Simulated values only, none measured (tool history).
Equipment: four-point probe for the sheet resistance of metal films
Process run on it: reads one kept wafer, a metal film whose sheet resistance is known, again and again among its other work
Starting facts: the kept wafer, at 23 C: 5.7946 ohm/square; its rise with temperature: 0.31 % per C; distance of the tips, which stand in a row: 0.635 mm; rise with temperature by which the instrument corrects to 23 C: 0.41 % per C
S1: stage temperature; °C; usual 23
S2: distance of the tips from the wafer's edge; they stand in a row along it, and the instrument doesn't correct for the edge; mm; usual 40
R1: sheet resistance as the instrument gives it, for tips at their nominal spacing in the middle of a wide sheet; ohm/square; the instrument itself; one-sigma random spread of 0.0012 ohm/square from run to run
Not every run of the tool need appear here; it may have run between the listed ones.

run	hour	S1	S2	R1
1	0	23	40	5.776401
2	110.3	23	40	5.774666
3	195.3	23	10	5.787308
4	318	23	10	5.786943
5	389.5	23	10	5.790111
6	505.3	23	10	5.791424
7	602.1	23	10	5.789778
8	743.9	23	10	5.790858
9	806.5	23	10	5.791203
10	943	23	3	5.915437
11	1003.6	23	40	5.779779
12	1140.9	23	40	5.780967
13	1267.1	23	40	5.780444
14	1380.2	23	40	5.781196
15	1475.9	23	3	5.916311
16	1548.3	29	40	5.749388
17	1645.4	29	40	5.747207
18	1789.2	29	40	5.74934
19	1883.4	29	40	5.749102
20	1954.8	29	40	5.747351
21	2060.7	29	40	5.750944
22	2170.4	23	9	5.798574
23	2311.7	23	9	5.801459
24	2420.7	23	9	5.799473
25	2559.1	22	6	5.827582
26	2620.1	22	6	5.827769
27	2752.5	22	6	5.827821
28	2862.9	23	14	5.792426
29	3001.9	25	40	5.741232
30	3125.4	28	20	5.744374
31	3218	25	20	5.759858
32	3315.7	25	20	5.762105
33	3447.5	31	8	5.744283
34	3525.1	30	51	5.734012
35	3652.1	22	48	5.778628
36	3724.5	22	48	5.78078
37	3785.2	22	48	5.780082
38	3907.4	22	4	5.857929
39	4051.3	22	4	5.858375
40	4170.9	30	41	5.736874
41	4300.6	30	37	5.735743
42	4441.4	30	37	5.737995
43	4533.2	22	6	5.816665
44	4605.4	18	40	5.808306
45	4731.1	19	15	5.808318
46	4791.1	19	22	5.805078

Taken out of this log: 2 entries between the listed runs. Where each belongs, and how the hidden state differs across it:
In the gap between runs 28 and 29: new probe head fitted (hour 3001.9)
  inner tips' distance over the nominal, %: 0.153 -> -0.405; tips' flats over new ones', %: 74 -> 0; wafer's true temperature over the reading, C: -0.93 -> -0.97
  measured result minus the result with no hidden state, R1: -0.007017 -> -0.042395 ohm/square
In the gap between runs 29 and 30: stage's thermometer calibrated (hour 3092.8)
  inner tips' distance over the nominal, %: -0.405 -> -0.386; tips' flats over new ones', %: 0 -> 3; wafer's true temperature over the reading, C: -0.97 -> -0.02
  measured result minus the result with no hidden state, R1: -0.042395 -> -0.024425 ohm/square

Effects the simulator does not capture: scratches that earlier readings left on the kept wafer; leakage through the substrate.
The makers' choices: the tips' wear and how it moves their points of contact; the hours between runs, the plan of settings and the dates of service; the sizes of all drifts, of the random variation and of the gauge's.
